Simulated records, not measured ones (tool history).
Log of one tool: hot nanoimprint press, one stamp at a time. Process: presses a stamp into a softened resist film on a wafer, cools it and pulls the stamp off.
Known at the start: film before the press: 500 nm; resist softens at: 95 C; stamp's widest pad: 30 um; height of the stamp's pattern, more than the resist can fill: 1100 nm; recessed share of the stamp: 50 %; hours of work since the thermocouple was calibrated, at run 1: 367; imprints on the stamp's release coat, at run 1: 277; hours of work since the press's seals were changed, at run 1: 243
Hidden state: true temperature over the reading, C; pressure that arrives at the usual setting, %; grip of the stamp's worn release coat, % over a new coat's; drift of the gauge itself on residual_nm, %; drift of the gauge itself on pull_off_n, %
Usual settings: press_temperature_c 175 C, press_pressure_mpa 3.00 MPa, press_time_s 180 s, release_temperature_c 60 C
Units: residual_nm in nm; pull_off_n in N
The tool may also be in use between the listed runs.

run,day,press_temperature_c,press_pressure_mpa,press_time_s,release_temperature_c,hours of work since the thermocouple was calibrated,imprints on the stamp's release coat,hours of work since the press's seals were changed,residual_nm,pull_off_n
1,0.000,175,3.00,180,60,367,277,243,248.6,255
2,1.058,175,3.00,180,59,384,405,260,247.3,266
3,1.842,175,3.00,180,60,396,499,273,251.1,252
4,2.571,175,3.00,180,60,408,587,284,252.7,267
5,3.067,175,3.00,180,60,416,648,292,249.8,263
# day 3.983: stamp cleaned and given a new release coat
6,4.125,175,3.00,198,60,429,17,305,243.4,245
7,4.638,175,3.00,180,60,437,79,313,251.2,247
8,5.304,175,3.00,180,60,448,160,324,252.2,250
# day 5.533: plate thermocouple calibrated
9,6.054,175,3.00,180,60,8,235,334,259.5,269
10,7.158,175,3.00,180,60,26,368,351,258.1,267
11,8.096,175,3.00,180,60,41,482,366,260.3,259
12,8.812,175,3.00,180,60,52,569,378,261.0,275
# day 9.346: plate thermocouple calibrated, once more
13,9.779,175,3.00,180,60,7,670,391,234.8,258
# day 10.504: stamp cleaned and given a new release coat
14,10.667,175,3.00,180,60,17,20,401,233.7,231
15,11.162,175,1.86,237,60,25,80,409,279.3,236
16,11.921,175,1.86,237,60,37,172,421,275.7,244
17,12.462,184,2.89,140,47,46,237,430,204.7,310
18,13.521,186,3.00,115,60,63,365,447,206.2,247
19,14.546,186,3.00,115,60,79,489,463,205.4,250
20,15.717,186,3.00,115,60,98,630,482,206.8,260
# day 16.754: stamp cleaned and given a new release coat
21,16.983,186,3.00,115,60,114,27,498,206.4,238
22,18.008,186,3.00,115,60,130,151,515,208.6,245
23,18.508,186,1.95,156,61,138,212,523,236.2,246
24,19.333,175,3.00,180,46,151,311,536,245.9,312
25,20.312,175,3.00,134,60,167,429,551,268.7,255
26,21.233,167,4.13,180,60,182,541,566,266.8,259
27,22.067,169,3.61,180,48,195,642,579,269.2,328
# day 23.096: stamp cleaned and given a new release coat
28,23.096,176,2.29,180,48,207,0,592,272.8,305

5 ways to go on from here, each from the tool as it stands after run 28. What would each give?
A,24.021,183,4.48,137,48,222,111,606,?,?
B,24.021,173,3.00,180,60,222,111,606,?,?
C,24.021,170,3.33,239,60,222,111,606,?,?
D,24.021,170,2.29,180,59,222,111,606,?,?
E,24.021,172,3.00,180,62,222,111,606,?,?

run,residual_nm,pull_off_n
A,176.6,303
B,260.7,242
C,252.2,226
D,321.6,237
E,269.0,230
Without the tool's hidden state the same runs would have given:
run,residual_nm,pull_off_n
A,163.5,292
B,246.3,233
C,236.8,217
D,307.9,228
E,254.2,220

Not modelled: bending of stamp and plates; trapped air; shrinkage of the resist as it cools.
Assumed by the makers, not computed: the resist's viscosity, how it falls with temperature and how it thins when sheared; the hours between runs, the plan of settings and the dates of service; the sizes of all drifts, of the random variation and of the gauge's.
